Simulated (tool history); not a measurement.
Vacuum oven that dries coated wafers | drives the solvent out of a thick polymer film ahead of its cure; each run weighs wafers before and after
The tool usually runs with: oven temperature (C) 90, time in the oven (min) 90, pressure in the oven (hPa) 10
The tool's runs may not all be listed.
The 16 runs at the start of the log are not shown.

| run | hour | oven temperature (C) | time in the oven (min) | pressure in the oven (hPa) | solvent left in the film (%) |
|---|---|---|---|---|---|
| 17 | 612.9 | 90 | 90 | 23.5 | 6.45 |
| 18 | 655.1 | 90 | 90 | 23.5 | 6.65 |
| 19 | 685 | 81 | 90 | 10 | 7.78 |
| 20 | 731.6 | 93 | 90 | 6.7 | 3.3 |
| 21 | 753.7 | 93 | 90 | 6.7 | 3.3 |
| 22 | 795.7 | 90 | 69 | 10.7 | 6.04 |
| 23 | 836.8 | 90 | 69 | 10.7 | 5.99 |
| 24 | 858.9 | 90 | 69 | 10.7 | 6.14 |
| 25 | 904.3 | 90 | 90 | 5.7 | 3.89 |
| 26 | 931.6 | 94 | 51 | 5.7 | 5.91 |
| 27 | 953.3 | 86 | 116 | 27.1 | 7.64 |
| 28 | 986 | 90 | 63 | 23.3 | 8.41 |
| 29 | 1034.5 | 90 | 63 | 23.3 | 8.27 |
| 30 | 1087 | 90 | 63 | 23.3 | 8.42 |
| 31 | 1138.5 | 96 | 55 | 7.9 | 5.14 |
| 32 | 1183.7 | 100 | 111 | 26.6 | 3.91 |
| 33 | 1221.4 | 100 | 111 | 26.6 | 3.94 |
| 34 | 1243.8 | 91 | 145 | 7.2 | 2.41 |
| 35 | 1275.2 | 91 | 145 | 7.2 | 2.37 |
| 36 | 1313.4 | 91 | 145 | 7.2 | 2.45 |
| 37 | 1337.8 | 81 | 103 | 15.1 | 8.37 |
| 38 | 1382.7 | 81 | 103 | 15.1 | 8.2 |

Consider 3 possible next runs. They are alternatives, not a sequence: every one starts from the tool as it was left by run 38. What does each give?
| A | 1409.1 | 95 | 96 | 17.1 | ? |
| B | 1409.1 | 81 | 103 | 6.7 | ? |
| C | 1409.1 | 93 | 56 | 7.6 | ? |

| run | solvent left in the film (%) |
|---|---|
| A | 4.13 |
| B | 6.73 |
| C | 6 |
Had the tool no hidden state, the same runs would have come out as:
| run | solvent left in the film (%) |
|---|---|
| A | 3.62 |
| B | 6 |
| C | 5.51 |

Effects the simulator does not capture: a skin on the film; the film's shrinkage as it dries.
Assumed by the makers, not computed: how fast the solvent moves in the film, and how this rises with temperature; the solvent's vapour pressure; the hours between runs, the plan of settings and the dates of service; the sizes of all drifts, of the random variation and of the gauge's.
